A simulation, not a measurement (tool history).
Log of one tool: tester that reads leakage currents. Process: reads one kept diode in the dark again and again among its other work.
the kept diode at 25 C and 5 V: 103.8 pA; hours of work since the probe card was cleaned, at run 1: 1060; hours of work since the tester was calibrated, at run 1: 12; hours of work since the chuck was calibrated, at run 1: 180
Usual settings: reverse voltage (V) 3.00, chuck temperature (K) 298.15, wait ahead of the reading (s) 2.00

run,hour,reverse voltage (V),chuck temperature (K),wait ahead of the reading (s),hours of work since the probe card was cleaned,hours of work since the tester was calibrated,hours of work since the chuck was calibrated,current that the tester gives (pA)
1,0.0,3.00,298.15,2.00,1060,12,180,83.91
2,22.4,3.00,298.15,2.00,1075,28,196,83.28
3,42.0,3.00,298.15,2.00,1088,41,209,83.02
4,63.1,3.00,298.15,2.00,1103,55,223,83.59
5,94.8,3.00,298.15,2.00,1124,77,245,83.15
6,110.3,3.00,298.15,2.00,1135,88,256,83.23
7,139.5,3.00,325.15,2.00,1155,107,276,863.35
8,156.4,3.00,325.15,2.00,1166,119,287,858.65
9,183.7,3.00,325.15,2.00,1185,138,306,860.02
10,201.6,3.00,325.15,2.00,1197,150,318,858.67
11,217.4,3.00,325.15,2.00,1208,161,329,857.12
12,239.6,3.00,325.15,2.00,1223,176,344,860.85
13,255.3,3.00,298.15,5.54,1234,187,355,83.10
14,282.3,4.35,298.15,5.54,1252,205,373,104.67
15,317.5,4.35,298.15,5.54,1276,229,397,104.48
16,350.4,3.00,319.15,2.00,1299,251,419,518.85
17,372.4,15.10,308.15,1.79,1314,266,434,539.89
# hour 382.8: probe card cleaned and baked
18,398.5,1.36,308.15,1.79,11,282,450,121.72
19,429.8,1.36,308.15,1.79,32,303,472,121.07
20,445.3,1.63,313.15,5.50,43,314,482,211.26
21,480.6,1.63,313.15,5.50,67,338,506,210.83
22,502.8,1.63,313.15,5.50,82,353,521,210.65
23,535.2,1.63,313.15,5.50,104,375,543,210.47
24,571.6,3.00,298.15,3.24,129,400,568,74.73
25,602.3,3.00,298.15,3.24,150,421,589,75.10
26,625.0,3.00,298.15,3.24,165,437,605,74.71
27,654.0,1.61,298.15,2.00,185,456,624,51.91
28,686.7,1.82,298.15,0.72,207,479,647,56.18
29,716.4,1.82,298.15,0.72,228,499,667,56.41
30,742.2,4.75,298.15,2.00,245,516,685,98.96
31,771.9,4.75,320.15,2.00,265,537,705,711.99

Forecast each of these 4 alternatives for the next run:
A,794.2,19.44,320.15,0.91,281,552,720,?
B,794.2,1.77,298.15,0.54,281,552,720,?
C,794.2,1.06,327.15,1.12,281,552,720,?
D,794.2,4.75,320.15,0.61,281,552,720,?

run,current that the tester gives (pA)
A,1622.77
B,55.61
C,527.15
D,709.88
Without the tool's hidden state the same runs would have given:
run,current that the tester gives (pA)
A,1692.79
B,57.76
C,551.79
D,742.60
